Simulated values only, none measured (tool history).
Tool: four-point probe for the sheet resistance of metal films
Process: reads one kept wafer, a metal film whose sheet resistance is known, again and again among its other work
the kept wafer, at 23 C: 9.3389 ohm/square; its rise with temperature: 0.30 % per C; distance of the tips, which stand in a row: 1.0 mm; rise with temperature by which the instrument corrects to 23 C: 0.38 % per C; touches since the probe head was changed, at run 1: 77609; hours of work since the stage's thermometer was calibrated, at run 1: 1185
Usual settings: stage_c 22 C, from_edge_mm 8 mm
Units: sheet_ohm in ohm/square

run    hour  stage_c  from_edge_mm  touches since the probe head was changed  hours of work since the stage's thermometer was calibrated  sheet_ohm
  1       0       22             8                                     77609                                                        1185   9.396747
  2    75.3       22             3                                     79777                                                        1236   9.840726
  3   126.6       22             8                                     81253                                                        1270   9.392434
  4   203.8       22             8                                     83473                                                        1322   9.389258
  5   280.5       22             8                                     85679                                                        1374   9.388017
  6   367.7       22             8                                     88188                                                        1432   9.388829
  7   403.6       22             8                                     89222                                                        1457   9.385149
  8   482.9       22             8                                     91504                                                        1510   9.385573
  9   549.3       22            38                                     93415                                                        1555   9.309255
 10   633.7       22            38                                     95842                                                        1611   9.306984
 11   716.8       22            33                                     98234                                                        1667    9.30435
 12   758.2       22            33                                     99424                                                        1695   9.308204
 13   797.7       22            33                                    100562                                                        1722   9.300702
      802.7  -- stage's thermometer calibrated
 14   856.1       22            31                                    102227                                                          36   9.296944
 15   924.4       22            31                                    104192                                                          82   9.293364
 16   985.8       29            41                                    105959                                                         123   9.240041
 17  1022.3       32            41                                    107011                                                         148   9.220318
 18  1093.8       24            17                                    109069                                                         196   9.289411
 19  1142.7       22            15                                    110475                                                         229    9.30875
     1168.9  -- stage's thermometer calibrated, once more
 20  1184.9       28             5                                    111673                                                          11   9.457124
 21  1236.1       28             5                                    113147                                                          45   9.459165
 22  1316.2       22             5                                    115453                                                          99   9.503271
 23  1385.7       25             8                                    117454                                                         146   9.360288
 24    1423       26             4                                    118526                                                         171    9.57499
 25  1489.7       23             4                                    120446                                                         216   9.594578
 26  1543.9       23             4                                    122003                                                         252    9.59271
 27  1581.9       23             4                                    123098                                                         278   9.593007
 28  1628.2       19            22                                    124430                                                         309    9.32967
 29  1689.6       24            62                                    126196                                                         350   9.282025

Forecast each of these 4 alternatives for the next run:
  A  1733.8       24             4                                    127468                                                         380          ?
  B  1733.8       23            58                                    127468                                                         380          ?
  C  1733.8       27            62                                    127468                                                         380          ?
  D  1733.8       34            32                                    127468                                                         380          ?

run  sheet_ohm
  A   9.582911
  B   9.289363
  C   9.260537
  D   9.216363
Without the tool's hidden state the same runs would have given:
run  sheet_ohm
  A   9.636881
  B   9.341816
  C   9.312798
  D   9.268325
